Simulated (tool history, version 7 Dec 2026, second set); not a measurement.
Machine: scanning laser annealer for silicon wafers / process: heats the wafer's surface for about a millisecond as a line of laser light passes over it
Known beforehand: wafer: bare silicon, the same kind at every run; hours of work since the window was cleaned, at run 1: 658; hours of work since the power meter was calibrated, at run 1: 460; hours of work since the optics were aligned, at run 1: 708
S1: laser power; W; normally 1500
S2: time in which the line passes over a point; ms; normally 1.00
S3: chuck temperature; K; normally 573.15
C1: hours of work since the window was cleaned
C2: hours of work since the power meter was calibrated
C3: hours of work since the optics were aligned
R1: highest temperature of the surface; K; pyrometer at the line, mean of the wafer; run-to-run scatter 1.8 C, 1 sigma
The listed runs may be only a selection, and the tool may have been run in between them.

run 1 hour=0.0 | S1=1500 S2=1.00 S3=573.15 | C1=658 C2=460 C3=708 | R1=1304.15
run 2 hour=10.7 | S1=1500 S2=1.00 S3=573.15 | C1=664 C2=466 C3=714 | R1=1300.15
run 3 hour=25.2 | S1=1500 S2=1.00 S3=573.15 | C1=672 C2=474 C3=722 | R1=1303.15
run 4 hour=39.6 | S1=1500 S2=1.00 S3=573.15 | C1=679 C2=482 C3=730 | R1=1301.15
run 5 hour=54.5 | S1=1500 S2=1.00 S3=573.15 | C1=687 C2=490 C3=737 | R1=1302.15
run 6 hour=64.2 | S1=1500 S2=1.00 S3=573.15 | C1=692 C2=495 C3=743 | R1=1304.15
run 7 hour=85.0 | S1=1500 S2=1.00 S3=605.15 | C1=704 C2=506 C3=754 | R1=1333.15
run 8 hour=105.7 | S1=1594 S2=1.00 S3=605.15 | C1=715 C2=517 C3=765 | R1=1388.15
run 9 hour=124.6 | S1=1594 S2=1.00 S3=605.15 | C1=725 C2=527 C3=775 | R1=1387.15
run 10 hour=143.1 | S1=1594 S2=1.00 S3=605.15 | C1=735 C2=537 C3=785 | R1=1390.15
run 11 hour=152.6 | S1=1500 S2=1.00 S3=559.15 | C1=740 C2=542 C3=790 | R1=1285.15
run 12 hour=163.0 | S1=1569 S2=1.00 S3=573.15 | C1=745 C2=547 C3=795 | R1=1342.15
run 13 hour=182.8 | S1=1500 S2=1.00 S3=573.15 | C1=756 C2=558 C3=806 | R1=1297.15
-- hour=191.5 window over the wafer cleaned
run 14 hour=196.0 | S1=1523 S2=1.00 S3=573.15 | C1=2 C2=564 C3=812 | R1=1331.15
run 15 hour=205.7 | S1=1500 S2=1.00 S3=573.15 | C1=8 C2=569 C3=817 | R1=1316.15
run 16 hour=226.3 | S1=1500 S2=1.00 S3=573.15 | C1=19 C2=580 C3=828 | R1=1314.15
run 17 hour=244.3 | S1=1500 S2=1.00 S3=573.15 | C1=28 C2=590 C3=838 | R1=1315.15
run 18 hour=258.6 | S1=1500 S2=1.00 S3=573.15 | C1=36 C2=597 C3=845 | R1=1316.15
run 19 hour=276.1 | S1=1500 S2=1.00 S3=573.15 | C1=45 C2=607 C3=855 | R1=1315.15
run 20 hour=298.2 | S1=1500 S2=1.00 S3=573.15 | C1=57 C2=619 C3=866 | R1=1313.15
run 21 hour=307.9 | S1=1602 S2=0.77 S3=559.15 | C1=62 C2=624 C3=872 | R1=1267.15
run 22 hour=319.8 | S1=1503 S2=1.11 S3=573.15 | C1=69 C2=630 C3=878 | R1=1354.15
run 23 hour=335.4 | S1=1634 S2=0.84 S3=567.15 | C1=77 C2=638 C3=886 | R1=1322.15
run 24 hour=353.5 | S1=1531 S2=0.76 S3=567.15 | C1=86 C2=648 C3=896 | R1=1232.15
-- hour=357.7 laser's power meter calibrated
run 25 hour=372.8 | S1=1531 S2=0.78 S3=571.15 | C1=95 C2=8 C3=905 | R1=1242.15
run 26 hour=394.1 | S1=1395 S2=0.80 S3=562.15 | C1=107 C2=19 C3=916 | R1=1164.15
run 27 hour=417.4 | S1=1325 S2=0.72 S3=562.15 | C1=119 C2=32 C3=928 | R1=1101.15
run 28 hour=433.4 | S1=1636 S2=1.00 S3=601.15 | C1=128 C2=40 C3=937 | R1=1420.15
run 29 hour=444.1 | S1=1636 S2=1.00 S3=601.15 | C1=133 C2=46 C3=943 | R1=1423.15
run 30 hour=453.7 | S1=1636 S2=1.00 S3=601.15 | C1=138 C2=51 C3=948 | R1=1424.15
run 31 hour=470.2 | S1=1482 S2=0.97 S3=583.15 | C1=147 C2=60 C3=957 | R1=1300.15
-- hour=478.3 laser's power meter calibrated, once more
run 32 hour=488.5 | S1=1482 S2=0.97 S3=583.15 | C1=155 C2=5 C3=965 | R1=1300.15
run 33 hour=498.9 | S1=1508 S2=0.78 S3=599.15 | C1=161 C2=11 C3=970 | R1=1255.15
run 34 hour=516.1 | S1=1508 S2=0.78 S3=599.15 | C1=170 C2=20 C3=980 | R1=1258.15
run 35 hour=534.1 | S1=1484 S2=0.78 S3=577.15 | C1=180 C2=30 C3=989 | R1=1221.15
run 36 hour=544.4 | S1=1500 S2=1.12 S3=592.15 | C1=185 C2=35 C3=995 | R1=1366.15
run 37 hour=557.6 | S1=1524 S2=1.11 S3=598.15 | C1=192 C2=42 C3=1002 | R1=1386.15
run 38 hour=568.6 | S1=1524 S2=0.86 S3=598.15 | C1=198 C2=48 C3=1008 | R1=1298.15
run 39 hour=578.4 | S1=1500 S2=1.00 S3=536.15 | C1=203 C2=53 C3=1013 | R1=1271.15
run 40 hour=597.4 | S1=1500 S2=0.88 S3=555.15 | C1=213 C2=64 C3=1023 | R1=1245.15

Hidden condition of the tool, last listed run before each entry between runs versus first listed run after:
In the gap between runs 13 and 14: window over the wafer cleaned (hour 191.5)
  light that passes the window, % of a clean one's: 98.08 -> 99.98; laser's true power over the reading, %: -0.14 -> -0.15; width of the line over the set one, %: 2.89 -> 2.91
  measured value less the no-hidden-state value, R1: -35.00 -> -19.00 K
In the gap between runs 24 and 25: laser's power meter calibrated (hour 357.7)
  light that passes the window, % of a clean one's: 99.81 -> 99.79; laser's true power over the reading, %: -0.19 -> -0.26; width of the line over the set one, %: 3.2 -> 3.24
  measured value less the no-hidden-state value, R1: -20.00 -> -21.00 K
In the gap between runs 31 and 32: laser's power meter calibrated, once more (hour 478.3)
  light that passes the window, % of a clean one's: 99.69 -> 99.67; laser's true power over the reading, %: -0.29 -> -0.2; width of the line over the set one, %: 3.41 -> 3.44
  measured value less the no-hidden-state value, R1: -24.00 -> -24.00 K
